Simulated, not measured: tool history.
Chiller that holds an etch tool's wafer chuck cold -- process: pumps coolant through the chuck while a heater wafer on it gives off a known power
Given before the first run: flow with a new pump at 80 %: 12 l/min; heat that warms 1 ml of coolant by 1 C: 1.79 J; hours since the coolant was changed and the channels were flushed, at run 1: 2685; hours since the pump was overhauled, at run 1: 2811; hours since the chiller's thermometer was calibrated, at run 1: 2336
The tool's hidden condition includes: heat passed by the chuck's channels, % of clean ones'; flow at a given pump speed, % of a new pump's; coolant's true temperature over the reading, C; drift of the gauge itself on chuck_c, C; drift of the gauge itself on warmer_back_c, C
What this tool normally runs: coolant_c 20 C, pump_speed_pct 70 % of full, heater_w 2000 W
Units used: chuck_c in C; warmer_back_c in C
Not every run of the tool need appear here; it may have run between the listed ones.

| run | hour | coolant_c | pump_speed_pct | heater_w | hours since the coolant was changed and the channels were flushed | hours since the pump was overhauled | hours since the chiller's thermometer was calibrated | chuck_c | warmer_back_c |
|---|---|---|---|---|---|---|---|---|---|
| 1 | 0.0 | 20 | 70 | 2000 | 2685 | 2811 | 2336 | 36.1 | 6.67 |
| 2 | 64.7 | 20 | 70 | 2000 | 2750 | 2876 | 2401 | 36.1 | 6.61 |
| 3 | 133.0 | 20 | 70 | 2000 | 2818 | 2945 | 2469 | 36.2 | 6.58 |
| 4 | 182.6 | 20 | 70 | 2353 | 2868 | 2994 | 2519 | 39.0 | 7.79 |
| 5 | 248.0 | 20 | 70 | 2000 | 2933 | 3059 | 2584 | 36.2 | 6.61 |
| 6 | 302.3 | 20 | 70 | 2000 | 2988 | 3114 | 2638 | 36.1 | 6.58 |
| 7 | 370.8 | 20 | 70 | 2000 | 3056 | 3182 | 2707 | 36.1 | 6.63 |
| 8 | 428.0 | 20 | 70 | 2000 | 3113 | 3239 | 2764 | 36.2 | 6.62 |
| 9 | 501.9 | 20 | 70 | 2000 | 3187 | 3313 | 2838 | 36.2 | 6.67 |
| 10 | 554.9 | 20 | 70 | 2000 | 3240 | 3366 | 2891 | 36.3 | 6.66 |
|  | 562.9 | chiller's thermometer calibrated |
| 11 | 606.0 | 20 | 70 | 2000 | 3290 | 3416 | 43 | 36.3 | 6.68 |
| 12 | 645.9 | 20 | 70 | 2000 | 3330 | 3456 | 83 | 36.2 | 6.65 |
| 13 | 704.3 | 20 | 70 | 2000 | 3389 | 3515 | 141 | 36.4 | 6.67 |
| 14 | 785.2 | 20 | 70 | 2000 | 3470 | 3596 | 222 | 36.2 | 6.69 |
| 15 | 820.9 | 20 | 70 | 2000 | 3505 | 3631 | 258 | 36.4 | 6.69 |
| 16 | 860.7 | 20 | 70 | 2000 | 3545 | 3671 | 298 | 36.5 | 6.67 |
| 17 | 908.6 | 20 | 81 | 2000 | 3593 | 3719 | 346 | 34.7 | 5.78 |
| 18 | 954.7 | 20 | 81 | 2000 | 3639 | 3765 | 392 | 34.6 | 5.82 |
|  | 1034.6 | chiller's thermometer calibrated, once more |
| 19 | 1040.6 | 17 | 70 | 2000 | 3724 | 3850 | 6 | 34.0 | 6.68 |
| 20 | 1098.4 | 17 | 70 | 2000 | 3782 | 3908 | 64 | 33.9 | 6.66 |
| 21 | 1158.3 | 25 | 94 | 1653 | 3842 | 3968 | 124 | 36.2 | 4.18 |
| 22 | 1196.0 | 18 | 94 | 1653 | 3879 | 4005 | 161 | 29.4 | 4.08 |
| 23 | 1281.4 | 18 | 94 | 1653 | 3965 | 4091 | 247 | 29.3 | 4.18 |
| 24 | 1331.4 | 16 | 70 | 2000 | 4015 | 4141 | 297 | 33.1 | 6.67 |
| 25 | 1379.7 | 16 | 70 | 2000 | 4063 | 4189 | 345 | 32.9 | 6.77 |
| 26 | 1417.2 | 27 | 70 | 2121 | 4101 | 4227 | 383 | 45.2 | 7.17 |
| 27 | 1477.3 | 26 | 63 | 2801 | 4161 | 4287 | 443 | 52.0 | 10.42 |
| 28 | 1525.0 | 26 | 63 | 2801 | 4209 | 4335 | 490 | 52.1 | 10.53 |
| 29 | 1579.2 | 18 | 65 | 1358 | 4263 | 4389 | 545 | 30.2 | 4.91 |
| 30 | 1667.0 | 18 | 95 | 2810 | 4350 | 4476 | 632 | 37.3 | 6.98 |
| 31 | 1730.3 | 18 | 95 | 2810 | 4414 | 4540 | 696 | 37.4 | 7.03 |

Each row is a separate what-if for the run after 31, all from the same tool condition, not one after another. Results?
| A | 1800.8 | 16 | 70 | 2000 | 4484 | 4610 | 766 | ? | ? |
| B | 1800.8 | 16 | 74 | 1115 | 4484 | 4610 | 766 | ? | ? |
| C | 1800.8 | 20 | 76 | 2000 | 4484 | 4610 | 766 | ? | ? |

| run | chuck_c | warmer_back_c |
|---|---|---|
| A | 33.5 | 6.78 |
| B | 25.3 | 3.59 |
| C | 36.3 | 6.16 |
With no hidden state in the tool, these same runs would have given:
| run | chuck_c | warmer_back_c |
|---|---|---|
| A | 30.9 | 6.37 |
| B | 23.9 | 3.37 |
| C | 33.9 | 5.78 |
